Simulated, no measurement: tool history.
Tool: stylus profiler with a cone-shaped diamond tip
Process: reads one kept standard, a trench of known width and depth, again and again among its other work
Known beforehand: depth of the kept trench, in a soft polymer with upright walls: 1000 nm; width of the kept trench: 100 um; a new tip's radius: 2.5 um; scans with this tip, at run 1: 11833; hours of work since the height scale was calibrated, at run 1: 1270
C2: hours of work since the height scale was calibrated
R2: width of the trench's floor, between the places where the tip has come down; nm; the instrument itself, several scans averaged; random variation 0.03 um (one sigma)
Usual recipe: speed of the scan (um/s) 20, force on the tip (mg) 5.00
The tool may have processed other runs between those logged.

{"run": 1, "hour": 0.0, "speed of the scan (um/s)": 20, "force on the tip (mg)": 5.0, "scans with this tip": 11833, "C2": 1270, "depth of the trench (Å)": 10081.7, "R2": 94560}
{"run": 2, "hour": 25.9, "speed of the scan (um/s)": 20, "force on the tip (mg)": 5.0, "scans with this tip": 12007, "C2": 1289, "depth of the trench (Å)": 10076.9, "R2": 94520}
{"run": 3, "hour": 59.2, "speed of the scan (um/s)": 7, "force on the tip (mg)": 5.0, "scans with this tip": 12232, "C2": 1313, "depth of the trench (Å)": 10073.9, "R2": 94610}
{"run": 4, "hour": 123.2, "speed of the scan (um/s)": 10, "force on the tip (mg)": 5.0, "scans with this tip": 12663, "C2": 1359, "depth of the trench (Å)": 10079.8, "R2": 94460}
{"run": 5, "hour": 166.2, "speed of the scan (um/s)": 10, "force on the tip (mg)": 5.0, "scans with this tip": 12952, "C2": 1390, "depth of the trench (Å)": 10075.3, "R2": 94460}
{"run": 6, "hour": 196.6, "speed of the scan (um/s)": 10, "force on the tip (mg)": 5.0, "scans with this tip": 13157, "C2": 1412, "depth of the trench (Å)": 10073.3, "R2": 94440}
{"run": 7, "hour": 238.1, "speed of the scan (um/s)": 20, "force on the tip (mg)": 5.0, "scans with this tip": 13437, "C2": 1442, "depth of the trench (Å)": 10075.9, "R2": 94380}
{"run": 8, "hour": 291.1, "speed of the scan (um/s)": 23, "force on the tip (mg)": 5.0, "scans with this tip": 13794, "C2": 1481, "depth of the trench (Å)": 10074.8, "R2": 94370}
{"run": 9, "hour": 347.7, "speed of the scan (um/s)": 40, "force on the tip (mg)": 6.33, "scans with this tip": 14175, "C2": 1522, "depth of the trench (Å)": 10094.7, "R2": 94270}
{"run": 10, "hour": 396.4, "speed of the scan (um/s)": 69, "force on the tip (mg)": 5.58, "scans with this tip": 14503, "C2": 1557, "depth of the trench (Å)": 10081.0, "R2": 94100}
{"run": 11, "hour": 440.3, "speed of the scan (um/s)": 34, "force on the tip (mg)": 8.68, "scans with this tip": 14799, "C2": 1589, "depth of the trench (Å)": 10122.0, "R2": 94230}
{"run": 12, "hour": 475.0, "speed of the scan (um/s)": 34, "force on the tip (mg)": 8.68, "scans with this tip": 15032, "C2": 1614, "depth of the trench (Å)": 10127.1, "R2": 94320}
{"run": 13, "hour": 516.5, "speed of the scan (um/s)": 78, "force on the tip (mg)": 6.19, "scans with this tip": 15312, "C2": 1644, "depth of the trench (Å)": 10092.2, "R2": 94080}
{"run": 14, "hour": 564.4, "speed of the scan (um/s)": 80, "force on the tip (mg)": 13.68, "scans with this tip": 15634, "C2": 1678, "depth of the trench (Å)": 10178.8, "R2": 94130}
{"run": 15, "hour": 617.2, "speed of the scan (um/s)": 12, "force on the tip (mg)": 5.0, "scans with this tip": 15990, "C2": 1716, "depth of the trench (Å)": 10065.1, "R2": 94200}

Branching from run 15: 3 alternative next runs. What would each branch give?
{"run": "A", "hour": 652.0, "speed of the scan (um/s)": 12, "force on the tip (mg)": 2.97, "scans with this tip": 16224, "C2": 1742, "depth of the trench (Å)": "?", "R2": "?"}
{"run": "B", "hour": 652.0, "speed of the scan (um/s)": 20, "force on the tip (mg)": 2.83, "scans with this tip": 16224, "C2": 1742, "depth of the trench (Å)": "?", "R2": "?"}
{"run": "C", "hour": 652.0, "speed of the scan (um/s)": 14, "force on the tip (mg)": 2.86, "scans with this tip": 16224, "C2": 1742, "depth of the trench (Å)": "?", "R2": "?"}

run=A depth_of_the_trench_(Å)=10033.1 R2=94200
run=B depth_of_the_trench_(Å)=10034.2 R2=94170
run=C depth_of_the_trench_(Å)=10031.1 R2=94100
Without the tool's unlogged condition, the same runs would have read:
run=A depth_of_the_trench_(Å)=10080.6 R2=95970
run=B depth_of_the_trench_(Å)=10081.7 R2=95940
run=C depth_of_the_trench_(Å)=10078.6 R2=95880
